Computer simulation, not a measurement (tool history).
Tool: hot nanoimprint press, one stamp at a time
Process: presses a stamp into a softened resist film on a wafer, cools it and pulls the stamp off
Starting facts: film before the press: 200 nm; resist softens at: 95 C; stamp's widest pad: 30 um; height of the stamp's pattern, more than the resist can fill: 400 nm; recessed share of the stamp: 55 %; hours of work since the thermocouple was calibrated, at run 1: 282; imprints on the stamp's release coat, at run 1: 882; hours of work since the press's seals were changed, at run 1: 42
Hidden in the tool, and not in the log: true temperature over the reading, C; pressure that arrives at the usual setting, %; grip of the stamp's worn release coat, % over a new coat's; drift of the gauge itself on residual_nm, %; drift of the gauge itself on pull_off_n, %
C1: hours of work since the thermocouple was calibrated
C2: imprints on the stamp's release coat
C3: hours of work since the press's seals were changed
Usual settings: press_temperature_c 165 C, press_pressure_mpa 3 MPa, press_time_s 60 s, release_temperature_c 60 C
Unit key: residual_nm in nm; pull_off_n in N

run 1 hour=0 | press_temperature_c=165 press_pressure_mpa=3 press_time_s=60 release_temperature_c=60 | C1=282 C2=882 C3=42 | residual_nm=82.9 pull_off_n=139
run 2 hour=40 | press_temperature_c=165 press_pressure_mpa=3 press_time_s=60 release_temperature_c=60 | C1=303 C2=1006 C3=63 | residual_nm=83.5 pull_off_n=136
run 3 hour=73.2 | press_temperature_c=165 press_pressure_mpa=3 press_time_s=60 release_temperature_c=60 | C1=320 C2=1109 C3=80 | residual_nm=83.3 pull_off_n=146
-- hour=95.1 stamp cleaned and given a new release coat
-- hour=101.1 plate thermocouple calibrated
run 4 hour=118.7 | press_temperature_c=165 press_pressure_mpa=3 press_time_s=60 release_temperature_c=60 | C1=9 C2=63 C3=99 | residual_nm=85.1 pull_off_n=112
run 5 hour=159.5 | press_temperature_c=165 press_pressure_mpa=3 press_time_s=60 release_temperature_c=60 | C1=30 C2=190 C3=121 | residual_nm=85.1 pull_off_n=117
run 6 hour=213.9 | press_temperature_c=165 press_pressure_mpa=3 press_time_s=60 release_temperature_c=60 | C1=59 C2=359 C3=149 | residual_nm=85.2 pull_off_n=121
run 7 hour=249.6 | press_temperature_c=165 press_pressure_mpa=3 press_time_s=60 release_temperature_c=60 | C1=78 C2=469 C3=168 | residual_nm=84.8 pull_off_n=124
run 8 hour=304.5 | press_temperature_c=165 press_pressure_mpa=3 press_time_s=60 release_temperature_c=60 | C1=106 C2=640 C3=196 | residual_nm=85.1 pull_off_n=129
run 9 hour=353.1 | press_temperature_c=165 press_pressure_mpa=3 press_time_s=60 release_temperature_c=60 | C1=132 C2=790 C3=222 | residual_nm=85.1 pull_off_n=139
run 10 hour=378.4 | press_temperature_c=165 press_pressure_mpa=3 press_time_s=60 release_temperature_c=59 | C1=145 C2=869 C3=235 | residual_nm=85.1 pull_off_n=141
run 11 hour=430.2 | press_temperature_c=165 press_pressure_mpa=3 press_time_s=60 release_temperature_c=60 | C1=172 C2=1029 C3=262 | residual_nm=84.6 pull_off_n=146
run 12 hour=457.1 | press_temperature_c=165 press_pressure_mpa=3 press_time_s=60 release_temperature_c=60 | C1=186 C2=1113 C3=276 | residual_nm=84.3 pull_off_n=145
-- hour=475.2 stamp cleaned and given a new release coat
run 13 hour=493.6 | press_temperature_c=165 press_pressure_mpa=3 press_time_s=60 release_temperature_c=60 | C1=202 C2=57 C3=292 | residual_nm=84.9 pull_off_n=109
run 14 hour=522.4 | press_temperature_c=165 press_pressure_mpa=3 press_time_s=60 release_temperature_c=60 | C1=217 C2=147 C3=307 | residual_nm=84.9 pull_off_n=110
run 15 hour=551.2 | press_temperature_c=165 press_pressure_mpa=3 press_time_s=60 release_temperature_c=60 | C1=232 C2=236 C3=322 | residual_nm=84.4 pull_off_n=120
run 16 hour=576 | press_temperature_c=165 press_pressure_mpa=3 press_time_s=60 release_temperature_c=60 | C1=245 C2=313 C3=335 | residual_nm=84.3 pull_off_n=117
run 17 hour=605.6 | press_temperature_c=168 press_pressure_mpa=3.58 press_time_s=60 release_temperature_c=60 | C1=260 C2=404 C3=350 | residual_nm=70.5 pull_off_n=125
run 18 hour=658.3 | press_temperature_c=168 press_pressure_mpa=2.74 press_time_s=60 release_temperature_c=66 | C1=288 C2=568 C3=378 | residual_nm=79.6 pull_off_n=114
run 19 hour=683.8 | press_temperature_c=168 press_pressure_mpa=1.92 press_time_s=60 release_temperature_c=50 | C1=301 C2=647 C3=391 | residual_nm=91.8 pull_off_n=145
run 20 hour=724.8 | press_temperature_c=165 press_pressure_mpa=3.97 press_time_s=77 release_temperature_c=60 | C1=322 C2=774 C3=413 | residual_nm=66.3 pull_off_n=132
-- hour=742.3 plate thermocouple calibrated
run 21 hour=779.1 | press_temperature_c=165 press_pressure_mpa=3.1 press_time_s=50 release_temperature_c=46 | C1=19 C2=933 C3=439 | residual_nm=90.1 pull_off_n=168
run 22 hour=820.3 | press_temperature_c=163 press_pressure_mpa=3 press_time_s=89 release_temperature_c=55 | C1=41 C2=1061 C3=461 | residual_nm=77.1 pull_off_n=161
-- hour=854.6 stamp cleaned and given a new release coat
run 23 hour=881.7 | press_temperature_c=165 press_pressure_mpa=3 press_time_s=89 release_temperature_c=47 | C1=70 C2=84 C3=490 | residual_nm=72.1 pull_off_n=131
run 24 hour=911.6 | press_temperature_c=165 press_pressure_mpa=2.25 press_time_s=60 release_temperature_c=60 | C1=85 C2=177 C3=505 | residual_nm=95.3 pull_off_n=111
run 25 hour=939.3 | press_temperature_c=153 press_pressure_mpa=2.25 press_time_s=49 release_temperature_c=67 | C1=100 C2=262 C3=520 | residual_nm=141.6 pull_off_n=110
run 26 hour=974.2 | press_temperature_c=153 press_pressure_mpa=2.25 press_time_s=49 release_temperature_c=67 | C1=118 C2=370 C3=538 | residual_nm=141.3 pull_off_n=113
run 27 hour=1004.2 | press_temperature_c=165 press_pressure_mpa=3 press_time_s=38 release_temperature_c=60 | C1=134 C2=464 C3=554 | residual_nm=100.8 pull_off_n=119
run 28 hour=1051.8 | press_temperature_c=165 press_pressure_mpa=3 press_time_s=60 release_temperature_c=67 | C1=158 C2=611 C3=579 | residual_nm=84.5 pull_off_n=116
run 29 hour=1089.3 | press_temperature_c=157 press_pressure_mpa=4.24 press_time_s=60 release_temperature_c=67 | C1=178 C2=727 C3=598 | residual_nm=95.3 pull_off_n=119

What if the next run were any one of these 3? Each begins from the tool's condition after run 29:
run A hour=1126.9 | press_temperature_c=157 press_pressure_mpa=4.24 press_time_s=32 release_temperature_c=57 | C1=198 C2=844 C3=618 | residual_nm=? pull_off_n=?
run B hour=1126.9 | press_temperature_c=157 press_pressure_mpa=3.97 press_time_s=111 release_temperature_c=57 | C1=198 C2=844 C3=618 | residual_nm=? pull_off_n=?
run C hour=1126.9 | press_temperature_c=157 press_pressure_mpa=2.71 press_time_s=58 release_temperature_c=47 | C1=198 C2=844 C3=618 | residual_nm=? pull_off_n=?

run=A residual_nm=118.8 pull_off_n=141
run=B residual_nm=76.5 pull_off_n=144
run=C residual_nm=113.3 pull_off_n=164
What these runs would have given with no unlogged condition in the tool:
run=A residual_nm=119.3 pull_off_n=113
run=B residual_nm=77 pull_off_n=115
run=C residual_nm=114.4 pull_off_n=131

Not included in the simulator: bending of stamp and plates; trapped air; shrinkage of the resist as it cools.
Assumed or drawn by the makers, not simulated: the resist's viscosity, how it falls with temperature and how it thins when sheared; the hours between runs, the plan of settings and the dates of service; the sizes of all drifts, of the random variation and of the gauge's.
